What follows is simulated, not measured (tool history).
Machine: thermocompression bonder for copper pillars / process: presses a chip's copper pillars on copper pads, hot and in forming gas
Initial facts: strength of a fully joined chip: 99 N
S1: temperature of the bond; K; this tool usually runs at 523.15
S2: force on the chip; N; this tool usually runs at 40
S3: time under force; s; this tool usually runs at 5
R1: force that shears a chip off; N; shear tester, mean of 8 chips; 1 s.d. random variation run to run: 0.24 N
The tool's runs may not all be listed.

Run 1, hour 0: usual settings. Result: R1 52.3 N.
Run 2, hour 18: usual settings. Result: R1 52.5 N.
Run 3, hour 27.1: usual settings. Result: R1 52.6 N.
Run 4, hour 35.8: usual settings. Result: R1 52.5 N.
Run 5, hour 56.2: usual settings but S3 7 s. Result: R1 58.2 N.
Run 6, hour 74.3: usual settings but S3 7 s. Result: R1 57.4 N.
Run 7, hour 92.3: usual settings. Result: R1 52.4 N.
Run 8, hour 103.8: usual settings. Result: R1 51.8 N.

What will run 9 give?
Run 9, hour 118.5: usual settings but S2 37 N. Result: R1 ?.

{"run 9": {"R1": 48}}
Without the tool's hidden state the same run would have given R1 48.7 N.
